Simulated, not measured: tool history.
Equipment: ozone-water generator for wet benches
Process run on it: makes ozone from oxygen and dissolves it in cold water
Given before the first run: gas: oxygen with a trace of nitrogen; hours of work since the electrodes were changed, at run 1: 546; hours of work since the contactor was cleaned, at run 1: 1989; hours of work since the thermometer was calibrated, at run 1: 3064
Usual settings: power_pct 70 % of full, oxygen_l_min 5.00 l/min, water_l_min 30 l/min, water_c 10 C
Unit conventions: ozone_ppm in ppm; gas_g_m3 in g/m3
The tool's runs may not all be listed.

run	hour	power_pct	oxygen_l_min	water_l_min	water_c	hours of work since the electrodes were changed	hours of work since the contactor was cleaned	hours of work since the thermometer was calibrated	ozone_ppm	gas_g_m3
1	0.0	70	5.00	30	10	546	1989	3064	13.1	173.5
2	16.7	70	5.00	30	10	558	2001	3075	13.2	172.6
3	36.1	70	5.00	30	8	571	2014	3089	13.1	171.7
4	61.5	70	5.00	30	8	589	2032	3106	13.2	173.1
5	81.1	70	5.00	30	8	603	2045	3120	13.1	173.8
6	93.7	70	5.00	30	10	611	2054	3129	12.9	171.2
7	108.0	70	5.00	30	10	621	2064	3139	13.1	172.2
8	126.1	70	2.56	30	10	634	2076	3151	9.8	216.9
9	153.2	70	2.56	30	10	653	2095	3170	9.9	217.8
10	178.2	70	5.00	30	10	670	2113	3187	13.1	173.6
11	191.8	70	5.00	30	10	679	2122	3197	12.9	173.3
12	218.1	70	5.00	41	10	698	2140	3215	9.0	170.5
13	246.2	70	5.00	41	10	717	2160	3234	8.9	171.8
14	262.2	70	5.00	31	10	728	2171	3246	12.6	171.9
15	274.7	70	5.00	31	10	737	2179	3254	12.5	171.2
16	300.3	70	5.00	31	10	755	2197	3272	12.4	172.7
17	318.4	58	5.00	31	8	767	2210	3285	10.8	144.8
18	337.6	58	5.00	31	8	780	2223	3298	10.7	146.1
# hour 340.8: water thermometer calibrated
19	367.7	58	5.00	31	8	801	2243	19	10.7	144.5
20	392.9	96	6.31	21	6	818	2261	36	28.1	211.1
# hour 414.0: water thermometer calibrated, once more
21	418.8	96	3.74	41	10	836	2279	3	10.5	252.5
22	442.3	76	3.99	38	6	852	2295	20	9.9	201.0
23	469.7	48	2.72	19	6	871	2314	39	12.5	151.7
24	484.1	48	2.72	19	6	881	2324	49	12.6	150.4
25	510.9	48	2.72	20	11	900	2342	67	11.3	149.4
26	534.9	48	2.72	20	11	916	2359	84	11.4	152.1
27	561.4	70	5.00	25	10	935	2377	102	15.7	169.9
28	576.4	70	5.00	25	10	945	2388	113	15.6	171.3
29	605.4	79	4.58	30	10	965	2408	133	14.0	198.6
30	625.6	70	5.00	18	10	979	2422	147	21.5	171.4
31	645.5	64	2.53	30	10	993	2436	160	8.9	201.5
32	661.0	70	5.00	30	16	1004	2446	171	11.9	169.5

Results for each run, recomputed without the tool's hidden state and with each run's random variation untouched:
The tool's hidden condition here consists of: yield of the discharge, % of new electrodes'; contactor's efficiency, % of a clean one's; true water temperature over the reading, C; drift of the gauge itself on ozone_ppm, %; drift of the gauge itself on gas_g_m3, %.
run	ozone_ppm	gas_g_m3
1	13.9	175.0
2	13.9	174.1
3	13.9	173.2
4	13.9	174.7
5	13.9	175.5
6	13.7	172.8
7	13.9	173.9
8	10.4	219.1
9	10.4	220.1
10	13.9	175.5
11	13.7	175.2
12	9.6	172.4
13	9.5	173.8
14	13.4	173.9
15	13.3	173.3
16	13.2	174.8
17	11.5	146.3
18	11.4	147.6
19	11.4	146.1
20	29.9	214.8
21	11.3	257.0
22	10.6	204.1
23	13.2	153.1
24	13.2	151.9
25	11.9	150.9
26	12.0	153.6
27	16.7	172.6
28	16.6	174.0
29	15.0	202.2
30	22.8	174.2
31	9.5	204.6
32	12.8	172.4

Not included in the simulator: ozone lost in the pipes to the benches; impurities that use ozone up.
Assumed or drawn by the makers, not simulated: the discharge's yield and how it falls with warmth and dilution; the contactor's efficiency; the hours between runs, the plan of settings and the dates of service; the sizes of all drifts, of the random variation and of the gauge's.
